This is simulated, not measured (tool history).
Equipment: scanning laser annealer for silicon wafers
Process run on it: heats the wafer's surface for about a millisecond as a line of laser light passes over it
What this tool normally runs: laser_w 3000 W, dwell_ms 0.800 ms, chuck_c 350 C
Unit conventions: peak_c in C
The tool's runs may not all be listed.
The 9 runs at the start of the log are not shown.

run,hour,laser_w,dwell_ms,chuck_c,peak_c
10,377.6,3000,0.800,346,1125
11,407.7,3000,0.800,346,1121
12,448.9,3000,0.800,346,1121
13,482.2,2879,0.800,346,1089
14,534.2,2879,0.800,346,1087
15,569.3,3107,0.800,350,1147
16,607.4,3107,0.800,350,1145
17,650.9,3107,0.800,350,1140
18,684.4,3000,0.800,350,1113
19,727.3,3000,0.800,350,1114
20,755.4,3000,0.800,350,1111
21,801.1,3000,0.610,350,1004
# hour 817.4: window over the wafer cleaned
22,851.7,3267,0.630,353,1107
23,907.4,3000,0.800,328,1123
24,940.6,2722,0.738,336,1020

Run 25 comes next. What will it give?
25,976.5,2722,0.738,336,?

{"run 25": {"peak_c": 1026}}
Were there no unlogged condition in the tool, this run, its random variation unchanged, would have produced peak_c 1034 C.
